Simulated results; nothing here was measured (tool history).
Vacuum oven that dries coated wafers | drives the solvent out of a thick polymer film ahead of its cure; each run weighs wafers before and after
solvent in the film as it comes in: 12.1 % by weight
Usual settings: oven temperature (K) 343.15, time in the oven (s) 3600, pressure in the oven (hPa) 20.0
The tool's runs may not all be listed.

run 1 hour=0.0 | oven_temperature_(K)=343.15 time_in_the_oven_(s)=3600 pressure_in_the_oven_(hPa)=20.0 | solvent_left_in_the_film_(%)=2.35
run 2 hour=53.2 | oven_temperature_(K)=343.15 time_in_the_oven_(s)=2040 pressure_in_the_oven_(hPa)=20.0 | solvent_left_in_the_film_(%)=3.27
run 3 hour=107.8 | oven_temperature_(K)=343.15 time_in_the_oven_(s)=2040 pressure_in_the_oven_(hPa)=20.0 | solvent_left_in_the_film_(%)=3.23
run 4 hour=138.2 | oven_temperature_(K)=343.15 time_in_the_oven_(s)=2040 pressure_in_the_oven_(hPa)=20.0 | solvent_left_in_the_film_(%)=3.21
run 5 hour=182.6 | oven_temperature_(K)=331.15 time_in_the_oven_(s)=3600 pressure_in_the_oven_(hPa)=20.0 | solvent_left_in_the_film_(%)=5.42
run 6 hour=208.7 | oven_temperature_(K)=343.15 time_in_the_oven_(s)=3600 pressure_in_the_oven_(hPa)=20.0 | solvent_left_in_the_film_(%)=2.37
run 7 hour=243.6 | oven_temperature_(K)=343.15 time_in_the_oven_(s)=3600 pressure_in_the_oven_(hPa)=20.0 | solvent_left_in_the_film_(%)=2.35
run 8 hour=285.3 | oven_temperature_(K)=343.15 time_in_the_oven_(s)=3600 pressure_in_the_oven_(hPa)=20.0 | solvent_left_in_the_film_(%)=2.29
run 9 hour=328.8 | oven_temperature_(K)=343.15 time_in_the_oven_(s)=3600 pressure_in_the_oven_(hPa)=20.0 | solvent_left_in_the_film_(%)=2.31
run 10 hour=380.5 | oven_temperature_(K)=343.15 time_in_the_oven_(s)=3600 pressure_in_the_oven_(hPa)=20.0 | solvent_left_in_the_film_(%)=2.37
run 11 hour=410.0 | oven_temperature_(K)=343.15 time_in_the_oven_(s)=3300 pressure_in_the_oven_(hPa)=20.0 | solvent_left_in_the_film_(%)=2.44
run 12 hour=462.0 | oven_temperature_(K)=343.15 time_in_the_oven_(s)=3300 pressure_in_the_oven_(hPa)=20.0 | solvent_left_in_the_film_(%)=2.44
run 13 hour=506.9 | oven_temperature_(K)=343.15 time_in_the_oven_(s)=3300 pressure_in_the_oven_(hPa)=20.0 | solvent_left_in_the_film_(%)=2.42

Run 14 comes next. What will it give?
run 14 hour=553.6 | oven_temperature_(K)=351.15 time_in_the_oven_(s)=3600 pressure_in_the_oven_(hPa)=42.9 | solvent_left_in_the_film_(%)=?

Run 14 gave solvent left in the film (%) 3.01.
Without the tool's hidden state the same run would have given solvent left in the film (%) 2.97.
